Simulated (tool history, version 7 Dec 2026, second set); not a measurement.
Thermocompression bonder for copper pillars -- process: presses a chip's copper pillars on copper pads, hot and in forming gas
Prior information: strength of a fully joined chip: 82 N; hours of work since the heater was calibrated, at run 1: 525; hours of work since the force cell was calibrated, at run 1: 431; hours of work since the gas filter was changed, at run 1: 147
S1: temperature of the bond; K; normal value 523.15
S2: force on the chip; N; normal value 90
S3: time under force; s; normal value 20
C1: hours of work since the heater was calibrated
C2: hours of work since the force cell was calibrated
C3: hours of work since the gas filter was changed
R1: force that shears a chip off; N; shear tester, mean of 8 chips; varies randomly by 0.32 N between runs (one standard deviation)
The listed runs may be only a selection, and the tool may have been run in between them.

run,hour,S1,S2,S3,C1,C2,C3,R1
1,0.0,523.15,90,20,525,431,147,35.3
2,9.6,523.15,106,20,531,437,153,38.8
3,20.4,523.15,106,15,537,443,159,35.4
4,43.3,523.15,90,20,552,458,174,34.6
5,58.7,523.15,90,20,561,467,183,33.8
6,74.8,523.15,90,20,571,477,193,34.2
7,85.0,523.15,90,20,578,484,200,34.2
8,95.2,523.15,90,20,584,490,206,33.7
9,107.4,523.15,90,20,592,498,214,33.5
10,131.2,534.15,90,20,606,513,229,38.0
11,154.6,523.15,112,20,621,527,243,39.2
12,174.6,521.15,90,20,634,540,256,32.8
13,193.6,521.15,90,20,645,552,268,32.4
14,214.3,511.15,90,20,658,565,281,28.3
15,231.6,523.15,66,28,669,575,291,29.1
16,251.0,523.15,66,28,681,587,303,30.2
17,269.6,538.15,90,14,693,599,315,34.1
# hour 276.2: forming gas filter changed
18,282.1,538.15,90,18,701,607,4,40.6
19,301.4,549.15,106,20,713,619,16,52.2
20,312.6,549.15,106,20,720,626,23,52.6
21,335.4,550.15,84,20,734,640,37,45.8
22,355.5,512.15,134,20,746,652,50,41.4
23,366.4,512.15,134,20,753,659,56,40.8
24,380.9,543.15,109,10,762,668,65,39.3
25,393.5,543.15,109,10,770,676,73,39.1
26,404.7,523.15,62,57,777,683,80,40.1

Consider 3 possible next runs. They are alternatives, not a sequence: every one starts from the tool as it was left by run 26. What does each give?
A,415.5,545.15,84,19,784,690,87,?
B,415.5,523.15,70,26,784,690,87,?
C,415.5,511.15,56,57,784,690,87,?

run,R1
A,41.8
B,32.2
C,32.5
With no hidden state in the tool, these same runs would have given:
run,R1
A,43.7
B,33.9
C,34.3
